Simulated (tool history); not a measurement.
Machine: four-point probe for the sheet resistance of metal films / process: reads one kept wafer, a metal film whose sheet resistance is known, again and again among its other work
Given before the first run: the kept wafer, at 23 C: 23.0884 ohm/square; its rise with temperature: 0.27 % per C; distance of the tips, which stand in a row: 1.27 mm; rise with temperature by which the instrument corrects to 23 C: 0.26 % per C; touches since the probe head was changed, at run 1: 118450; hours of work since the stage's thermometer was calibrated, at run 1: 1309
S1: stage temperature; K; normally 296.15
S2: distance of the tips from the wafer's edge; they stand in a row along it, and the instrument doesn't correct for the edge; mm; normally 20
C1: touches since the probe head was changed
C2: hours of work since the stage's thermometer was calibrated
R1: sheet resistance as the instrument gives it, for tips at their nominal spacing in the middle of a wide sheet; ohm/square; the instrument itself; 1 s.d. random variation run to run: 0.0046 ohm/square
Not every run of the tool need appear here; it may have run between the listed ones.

run    hour      S1  S2      C1    C2         R1
  1       0  296.15  20  118450  1309  22.984983
  2    40.9  296.15  20  120293  1330  22.994002
  3   104.2  296.15  20  123141  1363  22.974345
  4   143.7  296.15  20  124923  1384  22.982065
  5   183.7  296.15  26  126722  1405  22.955918
  6   248.8  296.15  26  129655  1438  22.959282
  7   313.3  296.15   3  132560  1472  24.926047
  8   397.4  296.15  42  136347  1516   22.92573
      405.8  -- new probe head fitted
  9   436.8  296.15   4    1395  1536  24.270324
 10     515  296.15  20    4918  1576  23.138549
 11   585.4  296.15  20    8090  1613  23.120793
      658.3  -- stage's thermometer calibrated
 12   667.1  296.15  20   11745     5  23.102283
 13   717.4  296.15  20   14010    31  23.099235
 14   791.6  296.15  20   17351    69  23.103794
 15   861.3  292.15   7   20493   105  23.434342
 16   918.2  292.15   7   23053   135  23.428113
 17   971.4  292.15   7   25452   163  23.422297
 18  1020.7  304.15  26   27673   188  23.094597
 19  1075.2  307.15   4   30126   217   24.25041
 20    1147  304.15   6   33359   254  23.591469
 21  1196.6  304.15   6   35593   280  23.593653
 22  1283.1  307.15   6   39487   325  23.590467
 23  1329.9  294.15  28   41597   349  23.030683
 24    1381  302.15  48   43899   376  23.030388
 25  1444.4  302.15   3   46754   408   25.02933
 26  1508.3  292.15   4   49631   442  24.158481
 27  1587.1  292.15   4   53180   483  24.160872

Below, some changes in R1 between adjacent runs. For each, the amount present without the hidden state too (settings, incoming material, random variation) and the amount remaining for the hidden state with gauge scatter not shared by both compared results:
Hidden conditions of the tool in this case: inner tips' distance over the nominal, %; tips' flats over new ones', %; wafer's true temperature over the reading, C; drift of the gauge itself on sheet_ohm, %.
Run 7 -> 8: S2 3 -> 42. R1 -2.000317 ohm/square: hidden state +0.00765, all else -2.007967.
Run 8 -> 9: S2 42 -> 4, new probe head fitted. R1 +1.344594 ohm/square: hidden state +0.173912, all else +1.170682.
Run 11 -> 12: stage's thermometer calibrated. R1 -0.01851 ohm/square: hidden state -0.021587, all else +0.003077.
Run 24 -> 25: S2 48 -> 3. R1 +1.998942 ohm/square: hidden state -0.010901, all else +2.009843.

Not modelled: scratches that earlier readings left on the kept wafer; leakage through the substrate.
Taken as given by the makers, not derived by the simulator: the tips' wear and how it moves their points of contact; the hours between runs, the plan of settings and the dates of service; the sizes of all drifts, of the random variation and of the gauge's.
